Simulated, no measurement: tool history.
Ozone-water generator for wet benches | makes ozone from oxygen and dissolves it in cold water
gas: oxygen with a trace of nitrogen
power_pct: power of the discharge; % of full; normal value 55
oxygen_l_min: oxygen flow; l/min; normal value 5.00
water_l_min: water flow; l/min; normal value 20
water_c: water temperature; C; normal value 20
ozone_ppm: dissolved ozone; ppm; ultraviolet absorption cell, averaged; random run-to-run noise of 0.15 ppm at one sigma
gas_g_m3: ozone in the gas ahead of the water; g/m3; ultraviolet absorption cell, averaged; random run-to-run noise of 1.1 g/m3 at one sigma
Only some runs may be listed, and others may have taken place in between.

Run 1, day 0.000: usual settings. Result: ozone_ppm 16.7 ppm, gas_g_m3 196.6 g/m3.
Run 2, day 2.492: usual settings. Result: ozone_ppm 17.0 ppm, gas_g_m3 199.1 g/m3.
Run 3, day 5.288: usual settings. Result: ozone_ppm 16.6 ppm, gas_g_m3 197.6 g/m3.
Run 4, day 7.904: usual settings. Result: ozone_ppm 16.8 ppm, gas_g_m3 196.0 g/m3.
Run 5, day 10.483: usual settings. Result: ozone_ppm 16.6 ppm, gas_g_m3 198.9 g/m3.
Run 6, day 11.833: usual settings. Result: ozone_ppm 16.6 ppm, gas_g_m3 196.5 g/m3.
Run 7, day 14.383: usual settings. Result: ozone_ppm 16.7 ppm, gas_g_m3 196.8 g/m3.
Run 8, day 17.004: usual settings but water_c 13 C. Result: ozone_ppm 18.3 ppm, gas_g_m3 195.5 g/m3.
Run 9, day 18.754: usual settings but water_c 13 C. Result: ozone_ppm 18.3 ppm, gas_g_m3 197.4 g/m3.
Run 10, day 20.183: usual settings but water_c 13 C. Result: ozone_ppm 18.3 ppm, gas_g_m3 197.2 g/m3.
Run 11, day 22.233: usual settings but water_c 13 C. Result: ozone_ppm 18.5 ppm, gas_g_m3 195.6 g/m3.
Run 12, day 23.608: usual settings. Result: ozone_ppm 16.5 ppm, gas_g_m3 193.5 g/m3.
Run 13, day 25.612: usual settings but oxygen_l_min 7.38 l/min. Result: ozone_ppm 18.0 ppm, gas_g_m3 174.7 g/m3.
Run 14, day 27.817: usual settings but water_c 24 C. Result: ozone_ppm 15.4 ppm, gas_g_m3 197.3 g/m3.
Run 15, day 29.512: usual settings but water_c 24 C. Result: ozone_ppm 15.5 ppm, gas_g_m3 196.5 g/m3.
Run 16, day 32.308: usual settings but oxygen_l_min 4.62 l/min. Result: ozone_ppm 16.3 ppm, gas_g_m3 200.4 g/m3.
Run 17, day 34.983: usual settings but oxygen_l_min 4.62 l/min. Result: ozone_ppm 16.2 ppm, gas_g_m3 199.1 g/m3.
Run 18, day 37.579: usual settings but power_pct 57 % of full, water_l_min 24 l/min. Result: ozone_ppm 14.1 ppm, gas_g_m3 201.6 g/m3.
Run 19, day 40.304: usual settings but power_pct 57 % of full, water_l_min 24 l/min, water_c 23 C. Result: ozone_ppm 13.3 ppm, gas_g_m3 202.6 g/m3.
Run 20, day 42.275: usual settings but oxygen_l_min 3.96 l/min. Result: ozone_ppm 15.3 ppm, gas_g_m3 208.5 g/m3.
Run 21, day 43.912: usual settings but power_pct 98 % of full, oxygen_l_min 8.39 l/min. Result: ozone_ppm 30.3 ppm, gas_g_m3 281.8 g/m3.
Run 22, day 46.817: usual settings but power_pct 98 % of full, oxygen_l_min 8.39 l/min. Result: ozone_ppm 30.6 ppm, gas_g_m3 282.5 g/m3.
Run 23, day 48.358: usual settings but oxygen_l_min 3.82 l/min, water_l_min 24 l/min, water_c 12 C. Result: ozone_ppm 13.8 ppm, gas_g_m3 209.6 g/m3.
Run 24, day 49.612: usual settings but power_pct 63 % of full, oxygen_l_min 8.35 l/min, water_c 17 C. Result: ozone_ppm 21.3 ppm, gas_g_m3 188.6 g/m3.
Run 25, day 52.467: usual settings but power_pct 63 % of full, oxygen_l_min 8.35 l/min, water_c 17 C. Result: ozone_ppm 21.8 ppm, gas_g_m3 189.1 g/m3.
Run 26, day 55.338: usual settings but power_pct 43 % of full, oxygen_l_min 8.62 l/min, water_l_min 18 l/min, water_c 16 C. Result: ozone_ppm 17.2 ppm, gas_g_m3 130.8 g/m3.
Run 27, day 57.425: usual settings but power_pct 43 % of full, oxygen_l_min 8.62 l/min, water_l_min 18 l/min, water_c 16 C. Result: ozone_ppm 17.1 ppm, gas_g_m3 131.5 g/m3.
Run 28, day 60.408: usual settings but power_pct 68 % of full, oxygen_l_min 8.62 l/min, water_l_min 27 l/min, water_c 16 C. Result: ozone_ppm 17.2 ppm, gas_g_m3 199.6 g/m3.
Run 29, day 61.812: usual settings but oxygen_l_min 2.66 l/min. Result: ozone_ppm 13.3 ppm, gas_g_m3 235.9 g/m3.
Run 30, day 63.925: usual settings but power_pct 49 % of full, oxygen_l_min 3.69 l/min, water_l_min 29 l/min. Result: ozone_ppm 8.6 ppm, gas_g_m3 191.8 g/m3.
Run 31, day 65.700: usual settings but power_pct 49 % of full, oxygen_l_min 3.69 l/min, water_l_min 29 l/min. Result: ozone_ppm 8.7 ppm, gas_g_m3 191.5 g/m3.
Run 32, day 67.392: usual settings but power_pct 49 % of full, oxygen_l_min 3.69 l/min, water_l_min 18 l/min, water_c 25 C. Result: ozone_ppm 14.1 ppm, gas_g_m3 192.7 g/m3.
Run 33, day 70.171: usual settings but power_pct 74 % of full, water_c 12 C. Result: ozone_ppm 24.1 ppm, gas_g_m3 257.3 g/m3.

Results per run with the tool's hidden condition removed, run-to-run variation unchanged:
The tool's hidden condition here consists of: yield of the discharge, % of new electrodes'; contactor's efficiency, % of a clean one's; true water temperature over the reading, C; drift of the gauge itself on ozone_ppm, %; drift of the gauge itself on gas_g_m3, %.
run  ozone_ppm  gas_g_m3
  1       18.2     200.1
  2       18.5     202.7
  3       18.1     201.2
  4       18.3     199.7
  5       18.2     202.7
  6       18.1     200.4
  7       18.2     200.8
  8       20.0     199.6
  9       20.1     201.5
 10       20.0     201.3
 11       20.3     199.8
 12       18.1     197.6
 13       19.9     178.6
 14       17.0     201.7
 15       17.1     201.0
 16       18.0     205.0
 17       17.9     203.8
 18       15.8     206.6
 19       14.9     207.8
 20       17.0     213.6
 21       34.2     293.8
 22       34.6     294.8
 23       15.4     215.0
 24       23.8     194.3
 25       24.4     195.0
 26       18.9     133.3
 27       18.9     134.1
 28       19.7     206.6
 29       14.8     242.5
 30        9.8     196.5
 31        9.8     196.3
 32       15.7     197.5
 33       27.3     267.6
